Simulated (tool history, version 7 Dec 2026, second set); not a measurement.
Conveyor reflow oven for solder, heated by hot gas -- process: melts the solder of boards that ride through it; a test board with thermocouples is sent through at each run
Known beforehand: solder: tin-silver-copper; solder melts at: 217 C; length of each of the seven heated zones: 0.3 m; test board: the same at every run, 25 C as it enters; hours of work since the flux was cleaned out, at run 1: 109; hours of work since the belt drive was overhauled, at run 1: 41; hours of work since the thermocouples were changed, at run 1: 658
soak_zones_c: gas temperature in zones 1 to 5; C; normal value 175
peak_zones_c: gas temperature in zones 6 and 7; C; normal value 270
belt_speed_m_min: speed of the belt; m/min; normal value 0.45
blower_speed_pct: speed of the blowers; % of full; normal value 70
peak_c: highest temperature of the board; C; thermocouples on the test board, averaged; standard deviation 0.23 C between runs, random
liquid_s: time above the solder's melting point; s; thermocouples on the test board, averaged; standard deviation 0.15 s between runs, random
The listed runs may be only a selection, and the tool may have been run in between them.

| run | day | soak_zones_c | peak_zones_c | belt_speed_m_min | blower_speed_pct | hours of work since the flux was cleaned out | hours of work since the belt drive was overhauled | hours of work since the thermocouples were changed | peak_c | liquid_s |
|---|---|---|---|---|---|---|---|---|---|---|
| 1 | 0 | 175 | 270 | 0.45 | 70 | 109 | 41 | 658 | 256.1 | 63.8 |
| 2 | 0.383 | 175 | 270 | 0.45 | 70 | 114 | 45 | 662 | 256.1 | 63.5 |
| 3 | 0.571 | 175 | 270 | 0.45 | 70 | 116 | 47 | 664 | 256 | 63.6 |
| 4 | 0.883 | 175 | 270 | 0.45 | 70 | 119 | 51 | 667 | 256.2 | 63.5 |
| 5 | 1.283 | 175 | 270 | 0.409 | 70 | 124 | 55 | 672 | 258.5 | 72.4 |
| 6 | 1.533 | 175 | 270 | 0.45 | 70 | 127 | 58 | 675 | 256.5 | 63.3 |
| 7 | 1.725 | 175 | 270 | 0.45 | 70 | 129 | 60 | 677 | 256.3 | 63.5 |
| 8 | 1.929 | 175 | 270 | 0.45 | 70 | 131 | 62 | 679 | 256.2 | 63.4 |
| 9 | 2.262 | 175 | 270 | 0.45 | 70 | 135 | 66 | 683 | 255.9 | 63.4 |
| 10 | 2.429 | 175 | 270 | 0.45 | 70 | 137 | 68 | 685 | 256.5 | 63.3 |
| 11 | 2.638 | 175 | 270 | 0.45 | 70 | 139 | 70 | 687 | 256 | 63.4 |
| 12 | 3.05 | 175 | 270 | 0.45 | 70 | 144 | 75 | 692 | 256.3 | 63.6 |
| 13 | 3.221 | 175 | 270 | 0.45 | 70 | 146 | 77 | 694 | 256.7 | 63.6 |
| 14 | 3.479 | 175 | 270 | 0.45 | 70 | 148 | 80 | 697 | 256.5 | 63.4 |
| 15 | 3.788 | 175 | 270 | 0.45 | 70 | 152 | 83 | 700 | 256.1 | 63.6 |
| 16 | 4.046 | 175 | 270 | 0.45 | 70 | 155 | 86 | 703 | 256.4 | 63.4 |
| 17 | 4.417 | 175 | 270 | 0.45 | 70 | 159 | 90 | 707 | 255.7 | 63.4 |
| 18 | 4.817 | 177 | 278 | 0.534 | 70 | 163 | 95 | 712 | 257.8 | 54.1 |
| 19 | 5.058 | 175 | 264 | 0.45 | 82 | 166 | 98 | 714 | 252.7 | 61.7 |
| 20 | 5.321 | 164 | 270 | 0.398 | 70 | 169 | 101 | 717 | 257.7 | 70.2 |
| 21 | 5.683 | 164 | 270 | 0.398 | 70 | 173 | 105 | 721 | 258.3 | 69.7 |

What will run 22 give?
| 22 | 5.933 | 164 | 261 | 0.398 | 70 | 176 | 107 | 724 | ? | ? |

peak_c: 250.2 C
liquid_s: 64.4 s
Had the tool carried no hidden state, the very same run would have given peak_c 250.4 C, liquid_s 64.5 s.
